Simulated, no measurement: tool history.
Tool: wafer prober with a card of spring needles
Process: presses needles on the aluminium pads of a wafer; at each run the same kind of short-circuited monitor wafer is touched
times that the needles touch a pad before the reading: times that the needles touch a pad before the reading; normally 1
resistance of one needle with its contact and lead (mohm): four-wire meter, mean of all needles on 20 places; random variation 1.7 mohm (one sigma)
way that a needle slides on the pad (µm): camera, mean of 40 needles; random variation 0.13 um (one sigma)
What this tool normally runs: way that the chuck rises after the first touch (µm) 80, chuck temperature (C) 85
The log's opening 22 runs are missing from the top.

run     day  way that the chuck rises after the first touch (µm)  chuck temperature (C)  times that the needles touch a pad before the reading  touches since the tips were cleaned  cleanings since the card got new needles  touches since the first contact's height was set  resistance of one needle with its contact and lead (mohm)  way that a needle slides on the pad (µm)
     29.846  -- tips cleaned on abrasive film
      30.85  -- tips cleaned on abrasive film
 23  30.962                                                   80                     79                                                      2                                  742                                        69                                            190337                                                        203                                     17.26
     31.779  -- tips cleaned on abrasive film
     32.704  -- tips cleaned on abrasive film
 24  32.704                                                   80                     56                                                      1                                    0                                        71                                            201740                                                        186                                     17.35
     33.738  -- tips cleaned on abrasive film
 25  34.412                                                   80                     56                                                      1                                 4451                                        72                                            212956                                                        310                                     17.04
     34.629  -- tips cleaned on abrasive film
 26  35.192                                                   80                     56                                                      1                                 3703                                        73                                            218044                                                        297                                     17.04
      35.55  -- tips cleaned on abrasive film
 27   36.25                                                   68                     57                                                      2                                 4613                                        74                                            224976                                                        291                                     14.49
     36.512  -- tips cleaned on abrasive film
     37.538  -- tips cleaned on abrasive film
 28  37.929                                                   98                     85                                                      1                                 2577                                        76                                            235960                                                        244                                     21.17
     38.579  -- tips cleaned on abrasive film
 29  39.454                                                   95                     34                                                      1                                 5765                                        77                                            245968                                                        282                                     20.33
     39.596  -- tips cleaned on abrasive film
     39.854  -- height of the first contact set anew
     40.533  -- tips cleaned on abrasive film
 30  41.092                                                   95                     34                                                      1                                 3681                                        79                                              8119                                                        251                                        21
     41.562  -- tips cleaned on abrasive film
 31  42.112                                                   95                     34                                                      1                                 3628                                        80                                             14807                                                        251                                     21.23

Below are 4 alternative next runs, each starting from the tool's condition after run 31. Predict each:
     42.479  -- tips cleaned on abrasive film
  A  43.133                                                   95                     49                                                      1                                 4287                                        81                                             21488                                                          ?                                         ?
     42.479  -- tips cleaned on abrasive film
  B  43.133                                                   83                     85                                                      2                                 4287                                        81                                             21488                                                          ?                                         ?
     42.479  -- tips cleaned on abrasive film
  C  43.133                                                   93                     85                                                      1                                 4287                                        81                                             21488                                                          ?                                         ?
     42.479  -- tips cleaned on abrasive film
  D  43.133                                                   64                     34                                                      1                                 4287                                        81                                             21488                                                          ?                                         ?

run  resistance of one needle with its contact and lead (mohm)  way that a needle slides on the pad (µm)
  A                                                        267                                     21.14
  B                                                        252                                     18.35
  C                                                        271                                     20.57
  D                                                        376                                     14.28
The same runs, with their run-to-run variation unchanged, on a tool lacking any hidden condition would have given:
run  resistance of one needle with its contact and lead (mohm)  way that a needle slides on the pad (µm)
  A                                                        168                                     21.19
  B                                                        179                                     18.41
  C                                                        175                                     20.63
  D                                                        170                                     14.34
